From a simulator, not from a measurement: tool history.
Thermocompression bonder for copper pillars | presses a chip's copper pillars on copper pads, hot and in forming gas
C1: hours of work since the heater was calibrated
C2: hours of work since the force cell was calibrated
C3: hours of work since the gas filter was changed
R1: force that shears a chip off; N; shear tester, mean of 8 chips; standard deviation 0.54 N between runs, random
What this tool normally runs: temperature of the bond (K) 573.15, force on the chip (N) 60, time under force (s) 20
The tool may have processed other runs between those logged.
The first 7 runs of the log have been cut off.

run 8 hour=204.8 | temperature_of_the_bond_(K)=573.15 force_on_the_chip_(N)=60 time_under_force_(s)=20 | C1=487 C2=753 C3=41 | R1=86.5
run 9 hour=241.5 | temperature_of_the_bond_(K)=573.15 force_on_the_chip_(N)=60 time_under_force_(s)=56 | C1=506 C2=771 C3=59 | R1=102.5
run 10 hour=271.2 | temperature_of_the_bond_(K)=573.15 force_on_the_chip_(N)=60 time_under_force_(s)=56 | C1=521 C2=786 C3=74 | R1=102.4
run 11 hour=295.2 | temperature_of_the_bond_(K)=561.15 force_on_the_chip_(N)=60 time_under_force_(s)=56 | C1=533 C2=799 C3=87 | R1=95.5
run 12 hour=314.3 | temperature_of_the_bond_(K)=573.15 force_on_the_chip_(N)=60 time_under_force_(s)=20 | C1=543 C2=808 C3=96 | R1=86.5
run 13 hour=347.4 | temperature_of_the_bond_(K)=564.15 force_on_the_chip_(N)=60 time_under_force_(s)=20 | C1=559 C2=825 C3=113 | R1=79.8
run 14 hour=367.0 | temperature_of_the_bond_(K)=564.15 force_on_the_chip_(N)=60 time_under_force_(s)=20 | C1=569 C2=835 C3=123 | R1=79.7
run 15 hour=392.3 | temperature_of_the_bond_(K)=564.15 force_on_the_chip_(N)=60 time_under_force_(s)=20 | C1=582 C2=848 C3=136 | R1=79.4
run 16 hour=425.9 | temperature_of_the_bond_(K)=601.15 force_on_the_chip_(N)=60 time_under_force_(s)=20 | C1=599 C2=865 C3=153 | R1=101.7
run 17 hour=460.2 | temperature_of_the_bond_(K)=589.15 force_on_the_chip_(N)=60 time_under_force_(s)=30 | C1=617 C2=882 C3=170 | R1=100.8
run 18 hour=494.8 | temperature_of_the_bond_(K)=548.15 force_on_the_chip_(N)=71 time_under_force_(s)=15 | C1=634 C2=900 C3=188 | R1=69.3
run 19 hour=520.7 | temperature_of_the_bond_(K)=574.15 force_on_the_chip_(N)=60 time_under_force_(s)=17 | C1=647 C2=913 C3=201 | R1=83.3
run 20 hour=559.7 | temperature_of_the_bond_(K)=576.15 force_on_the_chip_(N)=63 time_under_force_(s)=34 | C1=667 C2=933 C3=220 | R1=97.8
run 21 hour=579.5 | temperature_of_the_bond_(K)=576.15 force_on_the_chip_(N)=63 time_under_force_(s)=44 | C1=677 C2=943 C3=230 | R1=101.1
run 22 hour=617.5 | temperature_of_the_bond_(K)=576.15 force_on_the_chip_(N)=63 time_under_force_(s)=44 | C1=696 C2=962 C3=250 | R1=102.5
run 23 hour=641.5 | temperature_of_the_bond_(K)=565.15 force_on_the_chip_(N)=50 time_under_force_(s)=44 | C1=708 C2=974 C3=262 | R1=87.8
run 24 hour=666.7 | temperature_of_the_bond_(K)=578.15 force_on_the_chip_(N)=51 time_under_force_(s)=31 | C1=721 C2=987 C3=275 | R1=91.7
run 25 hour=684.3 | temperature_of_the_bond_(K)=601.15 force_on_the_chip_(N)=43 time_under_force_(s)=15 | C1=730 C2=996 C3=284 | R1=85.5
run 26 hour=708.8 | temperature_of_the_bond_(K)=601.15 force_on_the_chip_(N)=57 time_under_force_(s)=54 | C1=742 C2=1008 C3=296 | R1=107.8
run 27 hour=738.4 | temperature_of_the_bond_(K)=601.15 force_on_the_chip_(N)=57 time_under_force_(s)=54 | C1=757 C2=1023 C3=311 | R1=107.1
run 28 hour=759.2 | temperature_of_the_bond_(K)=580.15 force_on_the_chip_(N)=57 time_under_force_(s)=41 | C1=768 C2=1034 C3=321 | R1=99.7
run 29 hour=776.4 | temperature_of_the_bond_(K)=558.15 force_on_the_chip_(N)=71 time_under_force_(s)=13 | C1=777 C2=1042 C3=330 | R1=74.3
run 30 hour=792.4 | temperature_of_the_bond_(K)=565.15 force_on_the_chip_(N)=89 time_under_force_(s)=41 | C1=785 C2=1050 C3=338 | R1=102.8

Run 31 has not been measured yet. What should we expect?
-- hour=810.5 force cell calibrated
run 31 hour=818.2 | temperature_of_the_bond_(K)=565.15 force_on_the_chip_(N)=89 time_under_force_(s)=41 | C1=797 C2=4 C3=351 | R1=?

{"run 31": {"R1": 101.1}}
Take away the tool's hidden state, keep the run-to-run variation as it was, and the same run would have given R1 102.5 N.
